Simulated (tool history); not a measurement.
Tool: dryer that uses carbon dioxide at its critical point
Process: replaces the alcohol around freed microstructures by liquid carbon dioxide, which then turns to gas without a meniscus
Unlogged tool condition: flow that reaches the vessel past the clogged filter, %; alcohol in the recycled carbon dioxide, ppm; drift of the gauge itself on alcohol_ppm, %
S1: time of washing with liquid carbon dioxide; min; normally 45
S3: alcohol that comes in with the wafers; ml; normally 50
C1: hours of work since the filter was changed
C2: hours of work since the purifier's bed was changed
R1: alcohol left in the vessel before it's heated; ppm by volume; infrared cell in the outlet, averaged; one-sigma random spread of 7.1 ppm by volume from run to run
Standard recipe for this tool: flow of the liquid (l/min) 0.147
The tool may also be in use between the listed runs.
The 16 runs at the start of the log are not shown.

run 17 hour=172.7 | S1=45 flow_of_the_liquid_(l/min)=0.147 S3=50 | C1=247 C2=181 | R1=510
run 18 hour=188.1 | S1=45 flow_of_the_liquid_(l/min)=0.147 S3=50 | C1=257 C2=190 | R1=540
run 19 hour=195.8 | S1=45 flow_of_the_liquid_(l/min)=0.128 S3=50 | C1=261 C2=195 | R1=983
run 20 hour=209.6 | S1=45 flow_of_the_liquid_(l/min)=0.118 S3=50 | C1=270 C2=204 | R1=1344
run 21 hour=218 | S1=45 flow_of_the_liquid_(l/min)=0.147 S3=50 | C1=275 C2=209 | R1=537
run 22 hour=229 | S1=45 flow_of_the_liquid_(l/min)=0.203 S3=50 | C1=282 C2=216 | R1=124
run 23 hour=238.2 | S1=45 flow_of_the_liquid_(l/min)=0.203 S3=50 | C1=288 C2=221 | R1=117
run 24 hour=251.6 | S1=45 flow_of_the_liquid_(l/min)=0.147 S3=92 | C1=296 C2=230 | R1=1024
run 25 hour=263.5 | S1=36 flow_of_the_liquid_(l/min)=0.154 S3=60 | C1=303 C2=237 | R1=1336
run 26 hour=271.1 | S1=62 flow_of_the_liquid_(l/min)=0.195 S3=50 | C1=308 C2=242 | R1=59
run 27 hour=280.8 | S1=62 flow_of_the_liquid_(l/min)=0.195 S3=50 | C1=314 C2=248 | R1=61
run 28 hour=293.3 | S1=62 flow_of_the_liquid_(l/min)=0.195 S3=50 | C1=322 C2=255 | R1=61
run 29 hour=306.3 | S1=45 flow_of_the_liquid_(l/min)=0.147 S3=26 | C1=330 C2=263 | R1=334
run 30 hour=318.4 | S1=45 flow_of_the_liquid_(l/min)=0.147 S3=26 | C1=337 C2=271 | R1=342
run 31 hour=332 | S1=45 flow_of_the_liquid_(l/min)=0.16 S3=50 | C1=345 C2=279 | R1=411
run 32 hour=339.7 | S1=30 flow_of_the_liquid_(l/min)=0.167 S3=50 | C1=350 C2=284 | R1=1684
run 33 hour=349.6 | S1=45 flow_of_the_liquid_(l/min)=0.102 S3=98 | C1=356 C2=290 | R1=4953
run 34 hour=363.4 | S1=45 flow_of_the_liquid_(l/min)=0.102 S3=98 | C1=365 C2=299 | R1=4890

What does the tool deliver on the next run?
run 35 hour=374.2 | S1=68 flow_of_the_liquid_(l/min)=0.219 S3=50 | C1=371 C2=305 | R1=?

R1: 55 ppm by volume
With the hidden condition absent and the run-to-run variation left alone, this run would have shown R1 0 ppm by volume.
